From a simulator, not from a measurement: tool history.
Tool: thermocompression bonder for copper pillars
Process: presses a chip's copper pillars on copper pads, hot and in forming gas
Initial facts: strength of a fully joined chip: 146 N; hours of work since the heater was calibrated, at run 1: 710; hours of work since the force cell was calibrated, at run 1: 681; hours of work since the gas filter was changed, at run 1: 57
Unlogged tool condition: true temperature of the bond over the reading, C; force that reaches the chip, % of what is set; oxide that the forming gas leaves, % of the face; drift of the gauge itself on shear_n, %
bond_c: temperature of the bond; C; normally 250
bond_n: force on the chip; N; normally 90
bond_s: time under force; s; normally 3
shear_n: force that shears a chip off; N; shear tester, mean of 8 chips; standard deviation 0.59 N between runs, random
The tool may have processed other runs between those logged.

run	hour	bond_c	bond_n	bond_s	hours of work since the heater was calibrated	hours of work since the force cell was calibrated	hours of work since the gas filter was changed	shear_n
1	0.0	250	90	3	710	681	57	94.9
2	27.4	250	90	3	724	695	71	96.3
3	52.1	250	90	3	737	708	83	94.9
4	65.8	234	90	3	744	715	91	81.8
5	87.1	234	90	3	755	726	101	81.4
6	114.6	234	90	3	769	740	116	81.8
7	131.5	250	90	3	778	749	124	94.4
8	164.5	250	90	3	795	766	141	95.7
9	193.6	257	90	8	810	780	156	124.6
10	214.1	276	121	2	820	791	167	123.6
11	240.1	234	132	3	834	804	180	110.3
12	273.8	250	58	3	851	822	197	62.5
13	291.0	235	57	3	860	831	206	51.4
# hour 293.3: forming gas filter changed
14	317.5	235	57	3	873	844	12	51.3
15	336.3	260	112	5	883	854	22	128.8

Forecast each of these 3 alternatives for the next run:
A	352.5	250	90	4	891	862	30	?
B	352.5	250	98	3	891	862	30	?
C	352.5	268	90	3	891	862	30	?

run	shear_n
A	102.9
B	101.4
C	108.6
Without the tool's hidden state the same runs would have given:
run	shear_n
A	102.9
B	101.5
C	108.7
